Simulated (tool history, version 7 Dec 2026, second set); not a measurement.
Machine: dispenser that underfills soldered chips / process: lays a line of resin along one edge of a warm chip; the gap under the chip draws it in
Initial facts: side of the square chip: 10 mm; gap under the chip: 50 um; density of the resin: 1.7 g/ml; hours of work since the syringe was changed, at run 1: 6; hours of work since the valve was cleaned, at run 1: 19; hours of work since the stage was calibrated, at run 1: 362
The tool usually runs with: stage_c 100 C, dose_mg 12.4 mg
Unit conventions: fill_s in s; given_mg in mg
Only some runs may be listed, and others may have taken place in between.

run,hour,stage_c,dose_mg,hours of work since the syringe was changed,hours of work since the valve was cleaned,hours of work since the stage was calibrated,fill_s,given_mg
1,0.0,100,12.4,6,19,362,90.6,12.28
# hour 3.9: new syringe of resin
2,14.8,100,12.4,7,28,371,94.0,12.26
# hour 18.2: new syringe of resin
3,28.0,100,12.4,6,36,379,91.7,12.20
# hour 32.7: new syringe of resin
4,39.9,100,12.4,4,43,386,79.2,12.19
# hour 46.9: new syringe of resin
5,48.5,100,12.4,1,48,392,61.8,12.16
# hour 60.9: new syringe of resin
6,63.3,100,15.8,1,57,401,60.4,15.32
# hour 75.5: new syringe of resin
7,80.9,100,15.8,3,68,411,71.2,15.26
# hour 89.4: new syringe of resin
8,91.3,100,15.8,1,74,418,60.9,15.28
# hour 103.8: new syringe of resin
9,105.6,100,12.4,1,83,426,62.8,11.90
# hour 110.1: dispensing valve cleaned and set on the balance
# hour 118.6: new syringe of resin
10,119.1,100,12.4,0,5,434,56.5,12.43
11,130.4,100,12.4,7,12,441,98.2,12.27
# hour 132.6: new syringe of resin
# hour 146.8: new syringe of resin
12,146.8,105,12.4,0,22,451,50.1,12.27
13,154.6,105,12.4,5,27,456,71.6,12.20
# hour 160.8: new syringe of resin
14,170.7,105,12.4,6,37,466,78.7,12.15
# hour 175.4: new syringe of resin
15,184.5,105,12.4,6,45,474,76.1,12.10
# hour 189.7: new syringe of resin
16,197.9,105,12.4,5,54,482,74.7,12.08
# hour 203.7: new syringe of resin
17,210.0,105,12.4,4,61,489,66.6,12.03
# hour 218.2: new syringe of resin
18,224.3,93,12.4,4,70,498,93.8,11.97
# hour 232.4: new syringe of resin
19,235.4,101,15.4,2,76,505,62.7,14.85
20,244.7,99,14.2,8,82,511,103.0,13.62
# hour 247.6: new syringe of resin
# hour 251.0: dispensing valve cleaned and set on the balance
# hour 262.5: new syringe of resin
21,262.8,99,14.2,0,7,521,58.8,14.13
22,273.6,99,14.9,7,14,528,99.1,14.76
# hour 276.2: new syringe of resin
23,285.8,108,15.6,6,21,535,70.5,15.41
# hour 290.6: new syringe of resin
24,296.8,104,11.3,4,28,542,69.4,11.11
25,304.0,104,12.1,8,32,546,95.6,11.91
# hour 305.5: new syringe of resin
26,315.8,95,13.0,6,40,553,106.5,12.72
# hour 320.2: new syringe of resin
27,323.8,95,13.8,2,44,558,79.0,13.45
# hour 334.3: new syringe of resin
28,340.7,100,12.3,4,55,569,77.3,11.94
# hour 348.8: new syringe of resin
29,348.8,101,13.7,0,60,573,57.2,13.30
30,359.7,87,13.6,7,66,580,140.4,13.14
# hour 363.3: new syringe of resin
31,374.4,102,14.1,7,75,589,88.9,13.54
# hour 377.8: new syringe of resin
32,384.7,111,10.7,4,82,595,62.3,10.31
# hour 391.3: dispensing valve cleaned and set on the balance
# hour 393.2: new syringe of resin
33,403.4,110,12.4,6,7,606,71.8,12.40

Hidden state or all else? Some run-to-run changes of fill_s, split into what the settings, what came in and random variation would give without the hidden state, and what is left for the hidden state (with any gauge scatter that isn't in both results):
Unlogged tool condition in this case: resin's viscosity, % of fresh resin's; dose that the valve gives, % of what is set; true chip temperature over the reading, C; drift of the gauge itself on fill_s, %; drift of the gauge itself on given_mg, %.
Run 11 -> 12: stage_c 100 -> 105, new syringe of resin, new syringe of resin. fill_s -48.1 s: hidden state -41.1, all else -7.0.
Run 20 -> 21: new syringe of resin, dispensing valve cleaned and set on the balance, new syringe of resin. fill_s -44.2 s: hidden state -43.3, all else -0.9.
Run 29 -> 30: stage_c 101 -> 87, dose_mg 13.7 -> 13.6. fill_s +83.2 s: hidden state +58.5, all else +24.7.
Run 30 -> 31: stage_c 87 -> 102, dose_mg 13.6 -> 14.1, new syringe of resin. fill_s -51.5 s: hidden state -24.4, all else -27.1.

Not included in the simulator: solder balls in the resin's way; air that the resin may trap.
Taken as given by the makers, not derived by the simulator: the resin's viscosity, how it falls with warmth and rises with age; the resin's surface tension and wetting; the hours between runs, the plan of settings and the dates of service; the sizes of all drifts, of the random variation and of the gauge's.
